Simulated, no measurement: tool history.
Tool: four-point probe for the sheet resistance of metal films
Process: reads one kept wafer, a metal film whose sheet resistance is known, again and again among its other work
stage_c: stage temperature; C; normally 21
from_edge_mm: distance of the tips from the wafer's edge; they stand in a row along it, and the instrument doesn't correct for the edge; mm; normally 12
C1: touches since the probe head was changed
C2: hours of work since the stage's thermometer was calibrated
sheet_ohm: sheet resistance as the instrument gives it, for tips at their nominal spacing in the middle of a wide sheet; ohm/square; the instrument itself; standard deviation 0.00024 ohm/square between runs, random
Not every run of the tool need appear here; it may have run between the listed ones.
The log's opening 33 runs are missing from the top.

Run 34, hour 553.6: usual settings but stage_c 18 C, from_edge_mm 5 mm; C1 20999; C2 119. Result: sheet_ohm 1.214762 ohm/square.
Run 35, hour 573: usual settings but stage_c 25 C, from_edge_mm 15 mm; C1 21488; C2 134. Result: sheet_ohm 1.200342 ohm/square.
Run 36, hour 595.8: usual settings but from_edge_mm 5 mm; C1 22063; C2 151. Result: sheet_ohm 1.21743 ohm/square.
Run 37, hour 610.9: usual settings but stage_c 23 C; C1 22443; C2 162. Result: sheet_ohm 1.199614 ohm/square.
Run 38, hour 624.2: usual settings but stage_c 18 C, from_edge_mm 3 mm; C1 22778; C2 172. Result: sheet_ohm 1.255622 ohm/square.
Run 39, hour 638: usual settings but stage_c 18 C, from_edge_mm 3 mm; C1 23125; C2 182. Result: sheet_ohm 1.255523 ohm/square.
Run 40, hour 652.9: usual settings but stage_c 23 C, from_edge_mm 25 mm; C1 23500; C2 193. Result: sheet_ohm 1.195717 ohm/square.
Run 41, hour 673.2: usual settings but stage_c 29 C, from_edge_mm 9 mm; C1 24011; C2 208. Result: sheet_ohm 1.20973 ohm/square.
Run 42, hour 695.6: usual settings but from_edge_mm 5 mm; C1 24578; C2 225. Result: sheet_ohm 1.217258 ohm/square.
Run 43, hour 711.3: usual settings but stage_c 19 C, from_edge_mm 18 mm; C1 24973; C2 237. Result: sheet_ohm 1.19218 ohm/square.
Run 44, hour 721.4: usual settings but stage_c 28 C, from_edge_mm 18 mm; C1 25226; C2 244. Result: sheet_ohm 1.202603 ohm/square.

Predict each of these 4 candidate next runs independently; none follows another, all start after run 44:
Run A, hour 744.3: usual settings but stage_c 34 C, from_edge_mm 8 mm; C1 25803; C2 261. Result: sheet_ohm ?.
Run B, hour 744.3: usual settings but stage_c 30 C, from_edge_mm 46 mm; C1 25803; C2 261. Result: sheet_ohm ?.
Run C, hour 744.3: usual settings but stage_c 23 C, from_edge_mm 14 mm; C1 25803; C2 261. Result: sheet_ohm ?.
Run D, hour 744.3: usual settings but stage_c 19 C, from_edge_mm 5 mm; C1 25803; C2 261. Result: sheet_ohm ?.

run  sheet_ohm
  A   1.217335
  B   1.203141
  C   1.198328
  D    1.21462
The same runs, with their run-to-run variation unchanged, on a tool lacking any hidden condition would have given:
run  sheet_ohm
  A   1.214543
  B   1.200386
  C   1.195597
  D   1.211864

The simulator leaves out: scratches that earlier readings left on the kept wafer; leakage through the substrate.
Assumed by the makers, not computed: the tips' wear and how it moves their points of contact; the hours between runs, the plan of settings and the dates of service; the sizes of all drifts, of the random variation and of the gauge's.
